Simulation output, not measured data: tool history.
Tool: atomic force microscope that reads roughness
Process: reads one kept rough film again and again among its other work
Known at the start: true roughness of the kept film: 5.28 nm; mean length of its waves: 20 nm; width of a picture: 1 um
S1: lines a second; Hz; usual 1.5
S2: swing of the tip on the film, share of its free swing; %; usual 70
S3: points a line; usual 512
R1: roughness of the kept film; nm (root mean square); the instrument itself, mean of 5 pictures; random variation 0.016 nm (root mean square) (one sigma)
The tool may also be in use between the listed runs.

run,hour,S1,S2,S3,R1
1,0,1.5,70,512,3.934
# hour 7.1: new tip fitted
2,49.5,1.5,70,512,3.952
3,74.6,1.5,70,512,3.951
# hour 103: new tip fitted
4,106.9,1.5,69,512,3.992
5,166.4,1.5,69,512,3.981
6,192.6,1.5,68,512,3.99
# hour 198.5: new tip fitted
7,244,1.5,68,512,4.032
# hour 291.6: new tip fitted
8,291.7,1.5,68,512,3.986
9,334,1.5,70,730,3.992
# hour 386.3: new tip fitted
10,395.5,1.5,81,730,3.858
11,453.1,1.5,81,730,3.845
# hour 481.1: new tip fitted
12,481.1,1.5,81,730,3.826
13,515.7,3.45,70,512,3.732
14,571.6,3.45,70,512,3.749
# hour 575.9: new tip fitted
15,599.3,3.45,59,647,3.968
16,652.9,0.91,59,891,4.095
# hour 671.1: new tip fitted
17,692.1,0.91,59,891,4.13
18,717.6,0.91,59,891,4.089
19,760.4,1.5,63,527,4.024
# hour 765.6: new tip fitted
20,801,3.25,70,981,3.788
21,844.8,2.13,58,711,4.016
# hour 857.9: new tip fitted
22,869.9,1.5,58,857,4.107
23,896.6,1.5,60,857,4.064
24,930.4,2.35,70,791,3.891
# hour 952.8: new tip fitted
25,987,0.62,55,261,3.995
26,1012.2,0.62,55,261,3.991
# hour 1045.9: new tip fitted
27,1068.9,1.67,70,512,3.942
# hour 1077.6: height scale calibrated on a step standard
28,1113.7,0.67,82,271,3.876

4 ways to go on from here, each from the tool as it stands after run 28. What would each give?
# hour 1142.7: new tip fitted
A,1143.6,1.15,74,316,?
# hour 1142.7: new tip fitted
B,1143.6,3.09,72,767,?
# hour 1142.7: new tip fitted
C,1143.6,0.67,88,789,?
# hour 1142.7: new tip fitted
D,1143.6,2.75,82,271,?

run,R1
A,3.91
B,3.792
C,3.961
D,3.491
Without the tool's hidden state the same runs would have given:
run,R1
A,3.911
B,3.792
C,3.961
D,3.491

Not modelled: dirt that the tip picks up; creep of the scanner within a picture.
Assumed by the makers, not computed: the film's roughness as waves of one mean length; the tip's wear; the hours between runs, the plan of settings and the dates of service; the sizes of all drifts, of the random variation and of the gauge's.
